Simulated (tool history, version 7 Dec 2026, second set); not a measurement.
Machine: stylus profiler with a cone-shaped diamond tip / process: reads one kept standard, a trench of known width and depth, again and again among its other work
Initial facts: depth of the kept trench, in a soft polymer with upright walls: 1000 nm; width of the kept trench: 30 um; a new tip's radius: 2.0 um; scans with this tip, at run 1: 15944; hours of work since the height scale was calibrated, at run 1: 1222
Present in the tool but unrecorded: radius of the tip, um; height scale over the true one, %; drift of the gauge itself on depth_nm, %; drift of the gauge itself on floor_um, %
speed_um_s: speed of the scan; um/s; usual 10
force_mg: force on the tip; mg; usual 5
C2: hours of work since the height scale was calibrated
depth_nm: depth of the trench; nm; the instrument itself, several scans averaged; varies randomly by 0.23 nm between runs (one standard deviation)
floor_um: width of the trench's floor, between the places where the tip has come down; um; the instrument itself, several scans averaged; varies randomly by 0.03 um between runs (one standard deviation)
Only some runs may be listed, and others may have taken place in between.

{"run": 1, "hour": 0.0, "speed_um_s": 10, "force_mg": 5, "scans with this tip": 15944, "C2": 1222, "depth_nm": 1019.96, "floor_um": 24.03}
{"run": 2, "hour": 51.5, "speed_um_s": 10, "force_mg": 5, "scans with this tip": 16374, "C2": 1255, "depth_nm": 1020.34, "floor_um": 23.96}
{"run": 3, "hour": 102.7, "speed_um_s": 10, "force_mg": 5, "scans with this tip": 16801, "C2": 1287, "depth_nm": 1020.54, "floor_um": 23.89}
{"run": 4, "hour": 208.0, "speed_um_s": 4, "force_mg": 5, "scans with this tip": 17678, "C2": 1355, "depth_nm": 1020.65, "floor_um": 23.89}
{"run": 5, "hour": 273.2, "speed_um_s": 10, "force_mg": 5, "scans with this tip": 18222, "C2": 1396, "depth_nm": 1020.43, "floor_um": 23.79}
{"run": 6, "hour": 369.6, "speed_um_s": 10, "force_mg": 5, "scans with this tip": 19026, "C2": 1458, "depth_nm": 1020.6, "floor_um": 23.67}
{"hour": 415.1, "done": "height scale calibrated on a step standard"}
{"run": 7, "hour": 473.1, "speed_um_s": 10, "force_mg": 5, "scans with this tip": 19884, "C2": 37, "depth_nm": 1017.58, "floor_um": 23.6}
{"run": 8, "hour": 520.4, "speed_um_s": 22, "force_mg": 5, "scans with this tip": 20279, "C2": 67, "depth_nm": 1017.58, "floor_um": 23.53}
{"run": 9, "hour": 578.6, "speed_um_s": 10, "force_mg": 7.48, "scans with this tip": 20764, "C2": 104, "depth_nm": 1023.23, "floor_um": 23.48}
{"run": 10, "hour": 649.4, "speed_um_s": 10, "force_mg": 10.78, "scans with this tip": 21354, "C2": 150, "depth_nm": 1029.6, "floor_um": 23.46}
{"run": 11, "hour": 706.0, "speed_um_s": 10, "force_mg": 10.78, "scans with this tip": 21826, "C2": 186, "depth_nm": 1029.87, "floor_um": 23.45}
{"run": 12, "hour": 804.6, "speed_um_s": 10, "force_mg": 5, "scans with this tip": 22648, "C2": 249, "depth_nm": 1018.21, "floor_um": 23.31}
{"run": 13, "hour": 895.6, "speed_um_s": 28, "force_mg": 10.65, "scans with this tip": 23407, "C2": 307, "depth_nm": 1029.67, "floor_um": 23.18}
{"run": 14, "hour": 952.2, "speed_um_s": 28, "force_mg": 10.65, "scans with this tip": 23879, "C2": 343, "depth_nm": 1030.29, "floor_um": 23.13}
{"run": 15, "hour": 1018.3, "speed_um_s": 10, "force_mg": 2.63, "scans with this tip": 24430, "C2": 385, "depth_nm": 1012, "floor_um": 23.12}
{"run": 16, "hour": 1100.0, "speed_um_s": 10, "force_mg": 2.63, "scans with this tip": 25111, "C2": 438, "depth_nm": 1012.82, "floor_um": 23}
{"run": 17, "hour": 1158.5, "speed_um_s": 10, "force_mg": 2.63, "scans with this tip": 25599, "C2": 475, "depth_nm": 1012.5, "floor_um": 22.99}
{"hour": 1243.1, "done": "new tip fitted, height scale calibrated"}
{"run": 18, "hour": 1243.1, "speed_um_s": 18, "force_mg": 6.21, "scans with this tip": 0, "C2": 0, "depth_nm": 1020.62, "floor_um": 26.5}
{"run": 19, "hour": 1295.0, "speed_um_s": 27, "force_mg": 14.74, "scans with this tip": 432, "C2": 33, "depth_nm": 1036.51, "floor_um": 26.46}
{"run": 20, "hour": 1357.6, "speed_um_s": 6, "force_mg": 10.21, "scans with this tip": 954, "C2": 73, "depth_nm": 1028.5, "floor_um": 26.35}
{"run": 21, "hour": 1419.0, "speed_um_s": 6, "force_mg": 10.21, "scans with this tip": 1466, "C2": 112, "depth_nm": 1028.76, "floor_um": 26.25}
{"run": 22, "hour": 1495.7, "speed_um_s": 12, "force_mg": 5.61, "scans with this tip": 2106, "C2": 161, "depth_nm": 1019.27, "floor_um": 26.12}
{"run": 23, "hour": 1559.9, "speed_um_s": 37, "force_mg": 2.03, "scans with this tip": 2641, "C2": 202, "depth_nm": 1010.19, "floor_um": 25.95}
{"run": 24, "hour": 1606.6, "speed_um_s": 3, "force_mg": 3.5, "scans with this tip": 3031, "C2": 232, "depth_nm": 1015.05, "floor_um": 25.93}

Here are 5 independent what-if runs from the current tool condition. What would each one return?
{"run": "A", "hour": 1651.7, "speed_um_s": 38, "force_mg": 8.55, "scans with this tip": 3407, "C2": 261, "depth_nm": "?", "floor_um": "?"}
{"run": "B", "hour": 1651.7, "speed_um_s": 13, "force_mg": 4.36, "scans with this tip": 3407, "C2": 261, "depth_nm": "?", "floor_um": "?"}
{"run": "C", "hour": 1651.7, "speed_um_s": 12, "force_mg": 1.87, "scans with this tip": 3407, "C2": 261, "depth_nm": "?", "floor_um": "?"}
{"run": "D", "hour": 1651.7, "speed_um_s": 13, "force_mg": 3.5, "scans with this tip": 3407, "C2": 261, "depth_nm": "?", "floor_um": "?"}
{"run": "E", "hour": 1651.7, "speed_um_s": 7, "force_mg": 8.64, "scans with this tip": 3407, "C2": 261, "depth_nm": "?", "floor_um": "?"}

run=A depth_nm=1025.88 floor_um=25.89
run=B depth_nm=1016.85 floor_um=25.88
run=C depth_nm=1009.95 floor_um=25.87
run=D depth_nm=1014.65 floor_um=25.81
run=E depth_nm=1026.12 floor_um=25.9
Stripped of hidden state, with their random variation kept, the same runs would have yielded:
run=A depth_nm=1025.1 floor_um=26.52
run=B depth_nm=1016.08 floor_um=26.51
run=C depth_nm=1009.18 floor_um=26.51
run=D depth_nm=1013.88 floor_um=26.44
run=E depth_nm=1025.34 floor_um=26.53
